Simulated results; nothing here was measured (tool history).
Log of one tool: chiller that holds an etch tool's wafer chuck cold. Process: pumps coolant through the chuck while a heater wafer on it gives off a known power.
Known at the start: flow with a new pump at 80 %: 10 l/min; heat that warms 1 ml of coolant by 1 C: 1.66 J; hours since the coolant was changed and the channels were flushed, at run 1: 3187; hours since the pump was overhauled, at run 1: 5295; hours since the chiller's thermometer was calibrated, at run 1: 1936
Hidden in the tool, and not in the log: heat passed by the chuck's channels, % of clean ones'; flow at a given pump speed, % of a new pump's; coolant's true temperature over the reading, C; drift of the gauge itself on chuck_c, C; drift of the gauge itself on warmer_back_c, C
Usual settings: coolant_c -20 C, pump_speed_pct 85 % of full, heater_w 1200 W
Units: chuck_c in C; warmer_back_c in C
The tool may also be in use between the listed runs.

run	hour	coolant_c	pump_speed_pct	heater_w	hours since the coolant was changed and the channels were flushed	hours since the pump was overhauled	hours since the chiller's thermometer was calibrated	chuck_c	warmer_back_c
1	0.0	-20	85	1200	3187	5295	1936	-5.0	4.46
2	126.6	-20	85	1200	3314	5422	2062	-5.0	4.40
# hour 152.9: chiller's thermometer calibrated
3	240.7	-20	85	1200	3427	5535	88	-4.9	4.40
4	340.1	-20	60	1200	3527	5635	187	1.1	6.42
5	429.9	-20	85	1200	3616	5724	277	-4.8	4.43
6	519.8	-20	85	1200	3706	5814	367	-4.9	4.48
# hour 554.5: chiller's thermometer calibrated, once more
7	599.4	-20	85	1200	3785	5893	45	-4.8	4.48
8	671.8	-22	85	1200	3857	5965	117	-6.7	4.44
9	731.3	-12	72	920	3917	6025	177	1.7	4.07
10	845.3	-28	79	1586	4031	6139	291	-6.0	6.38
11	961.8	-28	79	1586	4147	6255	407	-6.0	6.42
12	1104.4	-15	85	1441	4290	6398	550	3.7	5.33
13	1181.7	-20	88	1200	4367	6475	627	-4.9	4.32
14	1318.7	-13	82	636	4504	6612	764	-4.3	2.45
15	1410.1	-12	77	1120	4596	6704	856	4.1	4.72

3 ways to go on from here, each from the tool as it stands after run 15. What would each give?
A	1518.6	-12	93	1120	4704	6812	964	?	?
B	1518.6	-12	75	1292	4704	6812	964	?	?
C	1518.6	-14	89	1200	4704	6812	964	?	?

run	chuck_c	warmer_back_c
A	1.6	3.79
B	7.2	5.51
C	1.1	4.32
Without the tool's hidden state the same runs would have given:
run	chuck_c	warmer_back_c
A	-0.5	3.40
B	4.1	4.94
C	-1.3	3.88
